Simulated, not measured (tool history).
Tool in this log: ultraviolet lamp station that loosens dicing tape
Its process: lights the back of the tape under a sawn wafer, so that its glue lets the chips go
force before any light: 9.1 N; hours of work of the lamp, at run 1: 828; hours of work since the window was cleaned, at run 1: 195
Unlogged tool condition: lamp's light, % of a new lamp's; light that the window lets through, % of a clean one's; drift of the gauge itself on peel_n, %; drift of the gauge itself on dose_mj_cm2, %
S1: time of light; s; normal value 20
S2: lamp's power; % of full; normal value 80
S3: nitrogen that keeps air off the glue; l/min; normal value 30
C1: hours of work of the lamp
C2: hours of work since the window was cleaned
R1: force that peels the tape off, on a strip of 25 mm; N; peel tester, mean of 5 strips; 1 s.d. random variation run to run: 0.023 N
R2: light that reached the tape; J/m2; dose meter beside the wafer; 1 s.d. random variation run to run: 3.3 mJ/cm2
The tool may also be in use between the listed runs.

| run | hour | S1 | S2 | S3 | C1 | C2 | R1 | R2 |
|---|---|---|---|---|---|---|---|---|
| 1 | 0 | 20 | 80 | 30 | 828 | 195 | 1.453 | 4330 |
| 2 | 38.9 | 20 | 80 | 30 | 858 | 226 | 1.552 | 4270 |
| 3 | 64.5 | 20 | 80 | 30 | 878 | 245 | 1.554 | 4310 |
|  | 70.2 | window cleaned of glue's vapour |
| 4 | 91.8 | 14 | 80 | 30 | 899 | 17 | 2.836 | 2830 |
| 5 | 130.1 | 19 | 80 | 30 | 928 | 47 | 1.944 | 3770 |
|  | 149.3 | window cleaned of glue's vapour, once more |
| 6 | 161.8 | 19 | 95 | 30 | 953 | 10 | 1.138 | 5110 |
| 7 | 184.1 | 20 | 80 | 30 | 970 | 27 | 1.461 | 4550 |
| 8 | 200.4 | 20 | 98 | 30 | 983 | 40 | 1.04 | 5540 |
| 9 | 232.5 | 36 | 80 | 30 | 1008 | 65 | 0.447 | 8030 |
| 10 | 269.1 | 36 | 80 | 30 | 1036 | 93 | 0.463 | 7870 |
| 11 | 300 | 36 | 80 | 30 | 1060 | 117 | 0.47 | 7790 |
| 12 | 325 | 20 | 80 | 30 | 1080 | 136 | 1.62 | 4340 |
| 13 | 352.2 | 20 | 87 | 30 | 1101 | 158 | 1.387 | 4610 |
| 14 | 375.7 | 20 | 87 | 30 | 1119 | 176 | 1.391 | 4580 |
| 15 | 399.5 | 20 | 87 | 30 | 1137 | 194 | 1.442 | 4590 |
| 16 | 422.1 | 20 | 88 | 30 | 1155 | 212 | 1.45 | 4650 |
| 17 | 459.4 | 20 | 62 | 30 | 1184 | 241 | 2.468 | 3150 |
|  | 473.3 | window cleaned of glue's vapour |
| 18 | 487.2 | 20 | 62 | 30 | 1205 | 11 | 2.275 | 3400 |
| 19 | 515.5 | 20 | 62 | 30 | 1227 | 33 | 2.18 | 3370 |
| 20 | 546.8 | 20 | 62 | 16 | 1251 | 57 | 3.016 | 3310 |
| 21 | 585.5 | 20 | 62 | 16 | 1282 | 87 | 3.175 | 3310 |
| 22 | 623.7 | 20 | 62 | 16 | 1311 | 117 | 3.191 | 3290 |
| 23 | 652.9 | 20 | 94 | 59 | 1334 | 140 | 0.839 | 4860 |
| 24 | 680 | 28 | 93 | 19 | 1355 | 161 | 1.007 | 6710 |
| 25 | 696.2 | 20 | 81 | 30 | 1368 | 173 | 1.713 | 4150 |
| 26 | 714.8 | 20 | 99 | 50 | 1382 | 188 | 0.845 | 5000 |
| 27 | 745.7 | 20 | 83 | 30 | 1406 | 212 | 1.669 | 4210 |
| 28 | 784.8 | 20 | 80 | 59 | 1436 | 242 | 1.206 | 3930 |
|  | 795.6 | window cleaned of glue's vapour |
| 29 | 818.4 | 21 | 69 | 40 | 1462 | 18 | 1.654 | 3840 |
| 30 | 857.2 | 21 | 69 | 40 | 1492 | 48 | 1.687 | 3790 |
| 31 | 890.7 | 21 | 69 | 40 | 1518 | 74 | 1.67 | 3750 |
| 32 | 922.9 | 13 | 80 | 30 | 1543 | 99 | 3.027 | 2660 |
| 33 | 952.3 | 29 | 80 | 30 | 1566 | 122 | 0.907 | 5840 |
| 34 | 978.3 | 10 | 95 | 35 | 1586 | 142 | 3.176 | 2370 |
| 35 | 998.9 | 10 | 95 | 35 | 1602 | 158 | 3.251 | 2390 |
| 36 | 1033.7 | 10 | 95 | 35 | 1629 | 185 | 3.334 | 2330 |
| 37 | 1065.1 | 27 | 73 | 30 | 1654 | 209 | 1.316 | 4790 |
| 38 | 1081.1 | 27 | 77 | 23 | 1666 | 222 | 1.451 | 5010 |
| 39 | 1102.3 | 27 | 77 | 23 | 1683 | 238 | 1.555 | 4950 |
|  | 1119.4 | window cleaned of glue's vapour |
| 40 | 1133.3 | 15 | 85 | 23 | 1706 | 11 | 2.757 | 3270 |
| 41 | 1159.2 | 25 | 63 | 30 | 1727 | 31 | 1.823 | 4050 |
| 42 | 1180.7 | 11 | 89 | 48 | 1743 | 48 | 2.721 | 2460 |

4 options for the next run, each taken on its own from the tool as it stands now. Forecast them:
| A | 1210.7 | 15 | 81 | 30 | 1767 | 71 | ? | ? |
| B | 1210.7 | 11 | 71 | 48 | 1767 | 71 | ? | ? |
| C | 1210.7 | 38 | 82 | 19 | 1767 | 71 | ? | ? |
| D | 1210.7 | 11 | 80 | 30 | 1767 | 71 | ? | ? |

| run | R1 | R2 |
|---|---|---|
| A | 2.558 | 3050 |
| B | 3.677 | 1880 |
| C | 0.706 | 7680 |
| D | 3.612 | 2200 |
With the hidden condition removed and each run's random variation left untouched, the same runs would have given:
| run | R1 | R2 |
|---|---|---|
| A | 1.772 | 3980 |
| B | 2.765 | 2480 |
| C | 0.391 | 10040 |
| D | 2.75 | 2880 |
